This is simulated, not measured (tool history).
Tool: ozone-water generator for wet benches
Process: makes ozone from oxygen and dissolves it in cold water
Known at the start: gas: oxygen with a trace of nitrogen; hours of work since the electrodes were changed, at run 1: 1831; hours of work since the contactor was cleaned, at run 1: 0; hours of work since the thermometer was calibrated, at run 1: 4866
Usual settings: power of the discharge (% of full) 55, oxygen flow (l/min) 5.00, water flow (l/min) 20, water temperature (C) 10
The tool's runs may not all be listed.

run	day	power of the discharge (% of full)	oxygen flow (l/min)	water flow (l/min)	water temperature (C)	hours of work since the electrodes were changed	hours of work since the contactor was cleaned	hours of work since the thermometer was calibrated	dissolved ozone (ppm)	ozone in the gas ahead of the water (g/m3)
1	0.000	55	5.00	20	10	1831	0	4866	28.0	236.0
2	5.162	55	5.00	20	10	1913	81	4948	28.0	233.8
3	13.600	55	5.00	20	10	2046	214	5081	27.6	234.4
4	19.196	55	5.00	20	10	2134	303	5169	28.2	237.1
5	22.646	55	5.00	20	10	2188	357	5223	27.9	236.3
6	27.992	55	5.00	21	10	2273	442	5308	27.5	236.8
7	34.617	55	5.00	21	10	2377	546	5412	27.4	237.7
8	41.950	55	5.00	21	10	2493	662	5528	26.9	236.7
9	49.583	55	5.00	20	10	2613	782	5648	28.3	236.0
10	57.004	98	5.00	20	10	2730	899	5765	38.9	327.4
# day 60.629: water thermometer calibrated
11	62.742	98	5.00	20	10	2820	989	33	38.8	327.7
12	68.146	100	8.96	27	9	2906	1074	119	30.6	232.9
13	74.742	55	5.00	20	9	3010	1179	223	28.3	234.6
14	78.229	55	5.00	20	9	3065	1234	278	28.6	236.3
15	85.879	70	2.53	13	14	3185	1354	398	43.1	408.1
16	91.525	55	3.11	13	10	3274	1443	487	39.7	313.2
17	97.942	91	3.11	13	10	3376	1544	589	52.5	412.2
18	105.775	84	3.14	18	10	3499	1668	712	38.3	392.9
19	110.825	66	5.00	31	10	3579	1748	792	20.8	262.1
20	114.408	64	8.04	20	10	3635	1804	848	30.3	190.5
21	120.012	64	8.04	20	10	3724	1893	937	29.9	190.4
22	127.325	64	8.04	15	7	3839	2008	1052	38.5	190.5

The same runs without the tool's hidden state, with the same run-to-run variation:
The hidden state here: yield of the discharge, % of new electrodes'; contactor's efficiency, % of a clean one's; true water temperature over the reading, C; drift of the gauge itself on ozone_ppm, %; drift of the gauge itself on gas_g_m3, %.
run	ozone in the gas ahead of the water (g/m3)
1	236.0
2	234.0
3	234.9
4	237.8
5	237.1
6	237.7
7	238.9
8	238.1
9	237.5
10	330.0
11	330.5
12	235.1
13	236.9
14	238.8
15	412.7
16	316.9
17	417.6
18	398.4
19	265.9
20	193.4
21	193.4
22	193.7
dissolved ozone (ppm): within 0.1 of the measured result in every run.

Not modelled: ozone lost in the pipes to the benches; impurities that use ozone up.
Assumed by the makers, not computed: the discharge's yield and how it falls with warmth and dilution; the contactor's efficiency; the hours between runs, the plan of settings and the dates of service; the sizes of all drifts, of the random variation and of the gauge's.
